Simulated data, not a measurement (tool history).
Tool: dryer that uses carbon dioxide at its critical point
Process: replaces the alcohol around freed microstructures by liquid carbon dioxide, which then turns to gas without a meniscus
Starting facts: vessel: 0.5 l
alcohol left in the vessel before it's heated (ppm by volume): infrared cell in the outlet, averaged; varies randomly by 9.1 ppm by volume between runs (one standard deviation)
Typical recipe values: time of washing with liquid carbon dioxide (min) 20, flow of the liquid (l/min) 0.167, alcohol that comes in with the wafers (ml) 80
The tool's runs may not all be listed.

run,hour,time of washing with liquid carbon dioxide (min),flow of the liquid (l/min),alcohol that comes in with the wafers (ml),alcohol left in the vessel before it's heated (ppm by volume)
1,0,20,0.167,80,563
2,7.1,20,0.167,80,585
3,14.7,20,0.167,80,575
4,28.4,20,0.167,80,588
5,45.6,20,0.167,80,581
6,58.7,16,0.167,80,1774
7,68.7,20,0.167,80,602
8,77.3,23,0.167,80,271
9,90.5,20,0.167,80,608
10,105.3,20,0.167,80,615
11,112.9,20,0.167,80,630
12,127.3,20,0.167,22,191
13,139.1,20,0.167,22,203
14,150.4,19,0.167,80,799
15,160.2,19,0.167,80,806
16,170.5,19,0.167,80,807
17,182.1,20,0.167,80,594
18,191.4,20,0.167,80,618
19,208.4,20,0.167,80,621
20,217.7,20,0.167,64,490
21,233.7,20,0.167,64,511
22,248.4,20,0.212,80,164
23,260.5,20,0.212,80,160
24,268.6,20,0.212,80,156
25,284.7,21,0.212,32,85
26,299.5,18,0.197,22,145
27,310.3,18,0.197,22,160
28,320.4,18,0.197,22,156
29,334.6,20,0.155,119,1438
30,351,20,0.155,119,1436
31,363.1,20,0.167,22,216
32,376.2,14,0.14,22,1789
33,391,20,0.213,90,180
34,407.3,20,0.213,90,188
35,424.4,20,0.213,90,202
36,432.5,20,0.213,90,203
37,443.7,20,0.276,25,52
38,458,14,0.225,45,486
39,475.1,17,0.139,20,914
40,485.2,17,0.139,20,906
41,496.4,21,0.133,20,485
42,505.6,21,0.133,20,482
43,520.4,20,0.167,80,713
44,534.5,13,0.13,95,12548
45,543.2,13,0.21,95,1983
46,553.8,20,0.167,38,370

Here are 3 independent what-if runs from the current tool condition. What would each one return?
A,569.4,23,0.135,31,?
B,569.4,18,0.167,80,?
C,569.4,22,0.193,118,?

run,alcohol left in the vessel before it's heated (ppm by volume)
A,463
B,1206
C,270
With the hidden condition removed and each run's random variation left untouched, the same runs would have given:
run,alcohol left in the vessel before it's heated (ppm by volume)
A,319
B,895
C,154
